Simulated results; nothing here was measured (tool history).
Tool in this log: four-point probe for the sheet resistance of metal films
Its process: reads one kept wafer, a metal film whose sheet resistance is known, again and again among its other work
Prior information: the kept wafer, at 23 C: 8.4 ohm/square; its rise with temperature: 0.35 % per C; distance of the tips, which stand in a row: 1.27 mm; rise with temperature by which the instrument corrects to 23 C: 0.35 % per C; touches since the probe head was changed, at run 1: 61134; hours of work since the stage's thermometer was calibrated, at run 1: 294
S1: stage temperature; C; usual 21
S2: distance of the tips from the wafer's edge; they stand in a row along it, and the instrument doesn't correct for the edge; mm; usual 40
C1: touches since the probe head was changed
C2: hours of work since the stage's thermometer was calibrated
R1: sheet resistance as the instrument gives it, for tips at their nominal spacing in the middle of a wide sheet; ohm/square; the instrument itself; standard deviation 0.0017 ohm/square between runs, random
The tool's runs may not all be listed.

Run 1, day 0.000: usual settings; C1 61134; C2 294. Result: R1 8.462004 ohm/square.
Run 2, day 2.362: usual settings; C1 63033; C2 326. Result: R1 8.463723 ohm/square.
Run 3, day 7.117: usual settings but S2 4 mm; C1 66861; C2 392. Result: R1 8.894349 ohm/square.
Run 4, day 11.550: usual settings but S2 4 mm; C1 70430; C2 453. Result: R1 8.899429 ohm/square.
Run 5, day 16.021: usual settings but S2 4 mm; C1 74028; C2 515. Result: R1 8.897113 ohm/square.
Run 6, day 20.629: usual settings but S1 23 C; C1 77736; C2 578. Result: R1 8.473232 ohm/square.
Run 7, day 22.767: usual settings but S2 7 mm; C1 79456; C2 607. Result: R1 8.613493 ohm/square.
Run 8, day 25.508: usual settings but S2 7 mm; C1 81662; C2 645. Result: R1 8.620479 ohm/square.
Run 9, day 28.862: usual settings but S1 25 C; C1 84364; C2 691. Result: R1 8.478985 ohm/square.
Run 10, day 31.871: usual settings but S2 45 mm; C1 86783; C2 733. Result: R1 8.477491 ohm/square.
Run 11, day 34.679: usual settings but S2 45 mm; C1 89043; C2 772. Result: R1 8.479218 ohm/square.
Run 12, day 37.529: usual settings but S2 45 mm; C1 91338; C2 811. Result: R1 8.480911 ohm/square.
Run 13, day 40.062: usual settings but S2 45 mm; C1 93377; C2 846. Result: R1 8.479859 ohm/square.
Run 14, day 43.967: usual settings but S2 45 mm; C1 96520; C2 899. Result: R1 8.485734 ohm/square.
At day 44.408: stage's thermometer calibrated.
Run 15, day 46.996: usual settings but S2 45 mm; C1 98939; C2 36. Result: R1 8.491203 ohm/square.
Run 16, day 49.050: usual settings but S2 45 mm; C1 100593; C2 64. Result: R1 8.487422 ohm/square.
Run 17, day 54.021: usual settings; C1 104593; C2 132. Result: R1 8.495529 ohm/square.
Run 18, day 57.733: usual settings; C1 107582; C2 184. Result: R1 8.498921 ohm/square.
Run 19, day 61.496: usual settings but S1 30 C; C1 110608; C2 235. Result: R1 8.502732 ohm/square.
Run 20, day 64.979: usual settings but S1 30 C; C1 113412; C2 283. Result: R1 8.503259 ohm/square.
Run 21, day 68.000: usual settings but S1 30 C; C1 115844; C2 325. Result: R1 8.505221 ohm/square.
At day 71.350: stage's thermometer calibrated, once more.
Run 22, day 71.788: usual settings but S1 18 C, S2 73 mm; C1 118875; C2 6. Result: R1 8.486881 ohm/square.
Run 23, day 74.762: usual settings but S1 18 C, S2 73 mm; C1 121271; C2 47. Result: R1 8.492528 ohm/square.
Run 24, day 77.925: usual settings but S1 25 C, S2 74 mm; C1 123814; C2 91. Result: R1 8.496508 ohm/square.
Run 25, day 81.596: usual settings but S1 34 C, S2 17 mm; C1 126770; C2 141. Result: R1 8.525460 ohm/square.
At day 84.296: new probe head fitted.
Run 26, day 85.812: usual settings but S1 34 C, S2 17 mm; C1 1221; C2 199. Result: R1 8.427386 ohm/square.
Run 27, day 88.333: usual settings but S1 22 C, S2 21 mm; C1 3251; C2 233. Result: R1 8.418435 ohm/square.
Run 28, day 92.954: usual settings but S1 24 C, S2 5 mm; C1 6971; C2 297. Result: R1 8.683661 ohm/square.
Run 29, day 97.000: usual settings but S1 23 C, S2 52 mm; C1 10227; C2 353. Result: R1 8.410822 ohm/square.
Run 30, day 101.354: usual settings but S1 28 C, S2 18 mm; C1 13732; C2 413. Result: R1 8.434060 ohm/square.
Run 31, day 104.371: usual settings but S1 27 C, S2 7 mm; C1 16158; C2 454. Result: R1 8.558720 ohm/square.
Run 32, day 109.112: usual settings but S1 32 C, S2 12 mm; C1 19975; C2 520. Result: R1 8.464438 ohm/square.
Run 33, day 112.475: usual settings but S1 32 C, S2 12 mm; C1 22681; C2 566. Result: R1 8.465316 ohm/square.
Run 34, day 115.512: usual settings but S1 32 C, S2 12 mm; C1 25125; C2 608. Result: R1 8.467078 ohm/square.
Run 35, day 118.950: usual settings but S1 31 C, S2 5 mm; C1 27893; C2 655. Result: R1 8.703735 ohm/square.
Run 36, day 121.708: usual settings but S1 31 C, S2 5 mm; C1 30113; C2 693. Result: R1 8.704693 ohm/square.
Run 37, day 124.142: usual settings but S1 31 C, S2 5 mm; C1 32068; C2 727. Result: R1 8.701798 ohm/square.
Run 38, day 129.038: usual settings but S1 28 C; C1 36010; C2 794. Result: R1 8.429369 ohm/square.
Run 39, day 132.333: usual settings but S1 28 C; C1 38663; C2 839. Result: R1 8.430700 ohm/square.

Measured minus without-hidden-state, run by run (identical run-to-run variation in each term; gauge scatter may differ):
The tool's hidden condition here consists of: inner tips' distance over the nominal, %; tips' flats over new ones', %; wafer's true temperature over the reading, C; drift of the gauge itself on sheet_ohm, %.
run         R1
  1  +0.056833
  2  +0.058089
  3  +0.063418
  4  +0.066034
  5  +0.068675
  6  +0.068213
  7  +0.070531
  8  +0.072092
  9  +0.072807
 10  +0.074496
 11  +0.076082
 12  +0.077738
 13  +0.079120
 14  +0.081505
 15  +0.087224
 16  +0.088325
 17  +0.091070
 18  +0.093090
 19  +0.094844
 20  +0.096820
 21  +0.098534
 22  +0.089963
 23  +0.091794
 24  +0.093592
 25  +0.095847
 26  -0.001741
 27  -0.000270
 28  +0.002256
 29  +0.004466
 30  +0.006829
 31  +0.008487
 32  +0.010859
 33  +0.012752
 34  +0.014531
 35  +0.016935
 36  +0.018482
 37  +0.019816
 38  +0.021948
 39  +0.023751
